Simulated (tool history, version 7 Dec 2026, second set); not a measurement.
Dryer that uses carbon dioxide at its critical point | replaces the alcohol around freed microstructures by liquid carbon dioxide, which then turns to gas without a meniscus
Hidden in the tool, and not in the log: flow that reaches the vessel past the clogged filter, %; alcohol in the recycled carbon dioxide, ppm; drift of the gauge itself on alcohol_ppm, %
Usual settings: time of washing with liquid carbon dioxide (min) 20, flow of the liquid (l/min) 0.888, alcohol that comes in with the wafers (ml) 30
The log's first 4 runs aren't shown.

run   hour  time of washing with liquid carbon dioxide (min)  flow of the liquid (l/min)  alcohol that comes in with the wafers (ml)  hours of work since the filter was changed  hours of work since the purifier's bed was changed  alcohol left in the vessel before it's heated (ppm by volume)
  5   53.5                                                20                       0.888                                          76                                          55                                                 226                                                            107
  6   64.6                                                20                       0.888                                          30                                          62                                                 233                                                             76
  7   75.7                                                20                       0.888                                          30                                          69                                                 240                                                             72
  8   92.7                                                20                       0.888                                          30                                          80                                                 251                                                             85
  9    108                                                20                       0.772                                          30                                          89                                                 261                                                            104
 10  118.9                                                20                       0.772                                          30                                          96                                                 268                                                            102
 11  135.9                                                20                       0.772                                          30                                         107                                                 278                                                            113
 12  147.1                                                20                       0.772                                          30                                         114                                                 285                                                            122
 13  162.4                                                20                       0.888                                          30                                         124                                                 295                                                             85
 14  170.8                                                15                       0.888                                          30                                         129                                                 301                                                            186
 15  178.8                                                15                       0.888                                          30                                         134                                                 306                                                            195
 16  192.5                                                15                       0.888                                          30                                         143                                                 314                                                            198
 17  208.2                                                15                       0.888                                          30                                         153                                                 324                                                            197
 18  223.8                                                15                       0.888                                          30                                         163                                                 334                                                            194
 19  234.3                                                15                       0.888                                          30                                         170                                                 341                                                            191
 20  248.7                                                15                       0.955                                          34                                         179                                                 350                                                            186

Run 21 comes next. What will it give?
 21  266.8                                                15                       0.955                                          34                                         190                                                 361                                                              ?

Run 21 gave alcohol left in the vessel before it's heated (ppm by volume) 180.
Without the tool's hidden state the same run would have given alcohol left in the vessel before it's heated (ppm by volume) 104.
